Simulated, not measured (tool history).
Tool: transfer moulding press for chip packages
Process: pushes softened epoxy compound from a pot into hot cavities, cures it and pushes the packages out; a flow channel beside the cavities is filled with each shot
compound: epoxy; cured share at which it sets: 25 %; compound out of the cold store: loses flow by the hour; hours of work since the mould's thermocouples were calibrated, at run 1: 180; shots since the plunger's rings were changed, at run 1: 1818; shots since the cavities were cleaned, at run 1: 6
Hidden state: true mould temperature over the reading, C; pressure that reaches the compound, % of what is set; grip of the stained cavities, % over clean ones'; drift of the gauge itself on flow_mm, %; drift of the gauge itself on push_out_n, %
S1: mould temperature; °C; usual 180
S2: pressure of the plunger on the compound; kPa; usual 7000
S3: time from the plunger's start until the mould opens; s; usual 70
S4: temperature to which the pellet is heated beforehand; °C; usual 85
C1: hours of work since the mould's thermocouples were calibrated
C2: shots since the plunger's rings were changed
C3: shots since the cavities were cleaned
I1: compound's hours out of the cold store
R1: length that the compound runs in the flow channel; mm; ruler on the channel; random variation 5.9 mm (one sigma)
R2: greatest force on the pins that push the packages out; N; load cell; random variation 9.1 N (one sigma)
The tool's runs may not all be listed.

run,day,S1,S2,S3,S4,C1,C2,C3,I1,R1,R2
1,0.000,180,7000,70,85,180,1818,6,18.5,944,445
2,0.233,180,7000,70,85,183,1890,78,29.2,917,484
3,0.521,180,7000,70,85,187,1980,168,34.7,885,512
4,0.725,180,7000,70,85,190,2044,232,22.8,938,569
5,1.062,180,7000,109,85,194,2149,337,46.5,839,494
6,1.508,180,7000,109,85,200,2287,475,35.0,885,547
7,1.721,180,7000,70,85,203,2354,542,47.6,826,665
8,1.912,180,7000,70,85,206,2413,601,19.8,941,733
9,2.221,180,7320,70,85,210,2509,697,18.1,979,759
10,2.521,180,7320,70,85,214,2603,791,23.5,940,780
11,2.754,180,7320,70,85,217,2675,863,12.2,994,810
12,3.025,180,7320,70,85,221,2759,947,35.8,887,801
13,3.442,180,7000,70,85,226,2890,1078,20.9,928,833
14,3.725,179,7000,70,85,230,2978,1166,19.9,929,882
# day 3.896: cavities cleaned with cleaning compound and waxed
15,4.200,180,7000,70,85,236,3107,95,19.0,933,508
16,4.617,174,7230,62,82,241,3236,224,27.4,934,1045
17,4.796,174,7230,62,82,244,3292,280,32.8,917,1114
18,5.212,174,7230,62,82,250,3421,409,44.6,862,1200
19,5.404,185,8580,107,82,252,3481,469,22.0,1003,528
20,5.612,180,7000,90,90,255,3546,534,16.8,936,589
21,6.017,181,6580,65,85,260,3671,659,34.0,827,762
22,6.450,181,6580,65,85,266,3807,795,46.0,788,782
23,6.879,179,7000,71,85,272,3941,929,16.5,927,852
24,7.171,179,7000,71,85,276,4031,1019,27.1,873,843
25,7.412,175,5510,70,85,279,4106,1094,19.2,827,1178
26,7.721,184,8370,76,95,283,4202,1190,14.6,1005,680
# day 7.821: cavities cleaned with cleaning compound and waxed
27,8.233,184,8370,76,95,289,4343,129,14.7,989,430
28,8.671,184,8370,76,95,295,4479,265,37.0,880,489
29,9.029,180,7000,81,80,300,4591,377,23.9,888,555

Forecast each of these 3 alternatives for the next run:
A,9.308,178,7000,99,82,304,4678,464,26.5,?,?
B,9.308,180,7360,71,80,304,4678,464,23.0,?,?
C,9.308,180,8540,81,80,304,4678,464,21.7,?,?

run,R1,R2
A,880,552
B,905,686
C,975,576
Without the tool's hidden state the same runs would have given:
run,R1,R2
A,967,348
B,995,420
C,1071,359

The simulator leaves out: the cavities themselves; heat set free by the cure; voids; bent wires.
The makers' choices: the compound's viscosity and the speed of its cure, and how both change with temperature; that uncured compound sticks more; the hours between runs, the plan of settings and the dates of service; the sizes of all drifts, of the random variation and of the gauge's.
